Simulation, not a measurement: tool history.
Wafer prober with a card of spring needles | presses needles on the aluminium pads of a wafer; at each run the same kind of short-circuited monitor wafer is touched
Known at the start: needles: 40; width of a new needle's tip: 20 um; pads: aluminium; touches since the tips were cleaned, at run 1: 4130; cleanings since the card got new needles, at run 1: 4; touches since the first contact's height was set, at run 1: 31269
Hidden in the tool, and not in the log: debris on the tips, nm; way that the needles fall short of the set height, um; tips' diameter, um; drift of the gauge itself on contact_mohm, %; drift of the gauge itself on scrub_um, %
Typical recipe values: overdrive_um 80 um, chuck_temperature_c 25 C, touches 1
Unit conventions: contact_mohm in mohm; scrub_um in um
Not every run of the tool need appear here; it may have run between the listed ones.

run     day  overdrive_um  chuck_temperature_c  touches  touches since the tips were cleaned  cleanings since the card got new needles  touches since the first contact's height was set  contact_mohm  scrub_um
  1       0            80                   25        1                                 4130                                         4                                             31269           181     20.99
      0.204  -- tips cleaned on abrasive film
  2   0.596            80                   25        1                                 3840                                         5                                             37050           191     20.95
      0.838  -- tips cleaned on abrasive film
  3   1.196            80                   25        1                                 3492                                         6                                             42859           178     20.92
      1.504  -- tips cleaned on abrasive film
  4   2.012            80                  116        1                                 4950                                         7                                             50785           187     20.85
      2.183  -- tips cleaned on abrasive film
  5   2.779            80                  116        1                                 5800                                         8                                             58215           190     20.83
       2.85  -- tips cleaned on abrasive film
  6   3.308            80                  116        1                                 4481                                         9                                             63335           186     20.79
      3.504  -- tips cleaned on abrasive film
      4.162  -- tips cleaned on abrasive film
  7   4.162            80                  116        1                                    0                                        11                                             71574           132     20.72
      4.788  -- tips cleaned on abrasive film
  8   5.088            80                  116        1                                 2928                                        12                                             80582           181     20.71
      5.479  -- tips cleaned on abrasive film
  9   5.621            80                   25        2                                 1346                                        13                                             85713           140     20.67
      6.112  -- tips cleaned on abrasive film
      6.754  -- tips cleaned on abrasive film
      6.821  -- tips cleaned on abrasive film, once more
 10   6.846            80                   25        2                                  275                                        16                                             97575           122     20.56
      7.504  -- tips cleaned on abrasive film
 11   7.771            80                   25        1                                 2601                                        17                                            106540           176     20.53
      8.188  -- tips cleaned on abrasive film
      8.267  -- height of the first contact set anew
 12   8.704            80                   25        1                                 4945                                        18                                              4283           187     21.11
      8.842  -- tips cleaned on abrasive film
      9.488  -- tips cleaned on abrasive film
 13   9.921            80                   25        3                                 4226                                        20                                             16043           139     21.06
     10.117  -- tips cleaned on abrasive film
     10.804  -- tips cleaned on abrasive film
 14  10.979            80                   25        3                                 1707                                        22                                             26282           131        21
     11.508  -- tips cleaned on abrasive film
 15  11.688            80                   25        3                                 1767                                        23                                             33178           133     21.01
     12.146  -- tips cleaned on abrasive film
     12.825  -- tips cleaned on abrasive film
 16  12.846            80                   25        2                                  204                                        25                                             44381           125     20.94
 17  13.338            80                   37        2                                 5017                                        25                                             49194           163     20.97
     13.492  -- tips cleaned on abrasive film
 18  13.917            61                   60        3                                 4138                                        26                                             54794           168     15.91
     14.188  -- tips cleaned on abrasive film
      14.85  -- tips cleaned on abrasive film
 19  15.017            63                   41        3                                 1604                                        28                                             65417           148      16.3

What will run 20 give?
     15.529  -- tips cleaned on abrasive film
 20  16.021            78                  123        2                                 4811                                        29                                             75201             ?         ?

contact_mohm: 175 mohm
scrub_um: 20.3 um
Had the tool carried no hidden state, the very same run would have given contact_mohm 131 mohm, scrub_um 20.63 um.
